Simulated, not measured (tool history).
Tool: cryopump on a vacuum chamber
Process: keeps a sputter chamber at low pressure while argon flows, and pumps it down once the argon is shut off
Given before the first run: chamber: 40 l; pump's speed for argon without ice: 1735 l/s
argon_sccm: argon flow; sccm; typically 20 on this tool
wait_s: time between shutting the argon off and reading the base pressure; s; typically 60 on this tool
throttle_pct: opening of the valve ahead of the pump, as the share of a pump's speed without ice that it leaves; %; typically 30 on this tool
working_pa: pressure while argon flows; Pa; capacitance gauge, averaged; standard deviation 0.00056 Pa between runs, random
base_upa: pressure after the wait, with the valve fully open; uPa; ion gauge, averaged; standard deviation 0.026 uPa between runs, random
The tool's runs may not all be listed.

Run 1, hour 0: usual settings. Result: working_pa 0.0745 Pa, base_upa 1.21 uPa.
At hour 70.7: pump warmed up, emptied and cooled again.
Run 2, hour 81.9: usual settings. Result: working_pa 0.0654 Pa, base_upa 1.14 uPa.
Run 3, hour 160.8: usual settings. Result: working_pa 0.0652 Pa, base_upa 1.25 uPa.
Run 4, hour 242.9: usual settings but argon_sccm 11 sccm. Result: working_pa 0.0363 Pa, base_upa 1.18 uPa.
Run 5, hour 312.7: usual settings but argon_sccm 11 sccm. Result: working_pa 0.0371 Pa, base_upa 1.15 uPa.
Run 6, hour 389.5: usual settings but argon_sccm 11 sccm. Result: working_pa 0.036 Pa, base_upa 1.23 uPa.
Run 7, hour 470.7: usual settings but argon_sccm 11 sccm. Result: working_pa 0.0366 Pa, base_upa 1.28 uPa.
Run 8, hour 553.7: usual settings. Result: working_pa 0.0683 Pa, base_upa 1.29 uPa.
Run 9, hour 634.4: usual settings but throttle_pct 59 %. Result: working_pa 0.0361 Pa, base_upa 1.35 uPa.
Run 10, hour 722.7: usual settings but wait_s 34 s, throttle_pct 59 %. Result: working_pa 0.0366 Pa, base_upa 2.07 uPa.
Run 11, hour 796: usual settings but wait_s 34 s, throttle_pct 59 %. Result: working_pa 0.0368 Pa, base_upa 2.08 uPa.
Run 12, hour 847.4: usual settings but wait_s 34 s, throttle_pct 59 %. Result: working_pa 0.0378 Pa, base_upa 2.05 uPa.
Run 13, hour 935: usual settings but wait_s 34 s, throttle_pct 59 %. Result: working_pa 0.0377 Pa, base_upa 2.16 uPa.
Run 14, hour 1021.1: usual settings but argon_sccm 10 sccm, wait_s 32 s, throttle_pct 23 %. Result: working_pa 0.0457 Pa, base_upa 2.28 uPa.
Run 15, hour 1066.7: usual settings but wait_s 105 s, throttle_pct 57 %. Result: working_pa 0.0404 Pa, base_upa 1.14 uPa.
Run 16, hour 1142.7: usual settings but wait_s 21 s, throttle_pct 57 %. Result: working_pa 0.041 Pa, base_upa 3.2 uPa.
Run 17, hour 1192: usual settings but argon_sccm 23 sccm, wait_s 21 s, throttle_pct 57 %. Result: working_pa 0.0466 Pa, base_upa 3.31 uPa.
Run 18, hour 1228.9: usual settings but wait_s 193 s. Result: working_pa 0.0713 Pa, base_upa 1.02 uPa.
Run 19, hour 1276.9: usual settings but wait_s 193 s. Result: working_pa 0.0719 Pa, base_upa 1.05 uPa.
Run 20, hour 1330.1: usual settings but wait_s 140 s, throttle_pct 17 %. Result: working_pa 0.1212 Pa, base_upa 1.17 uPa.

What if the next run were any one of these 3? Each begins from the tool's condition after run 20:
Run A, hour 1379.3: usual settings but argon_sccm 8 sccm, throttle_pct 41 %. Result: working_pa ?, base_upa ?.
Run B, hour 1379.3: usual settings but argon_sccm 19 sccm, wait_s 140 s, throttle_pct 50 %. Result: working_pa ?, base_upa ?.
Run C, hour 1379.3: usual settings but argon_sccm 10 sccm, wait_s 73 s, throttle_pct 47 %. Result: working_pa ?, base_upa ?.

run  working_pa  base_upa
  A      0.0225      1.82
  B      0.0457      1.24
  C      0.0243      1.59
Without the tool's hidden state the same runs would have given:
run  working_pa  base_upa
  A      0.0193      1.13
  B      0.0379      0.55
  C      0.0202      0.91
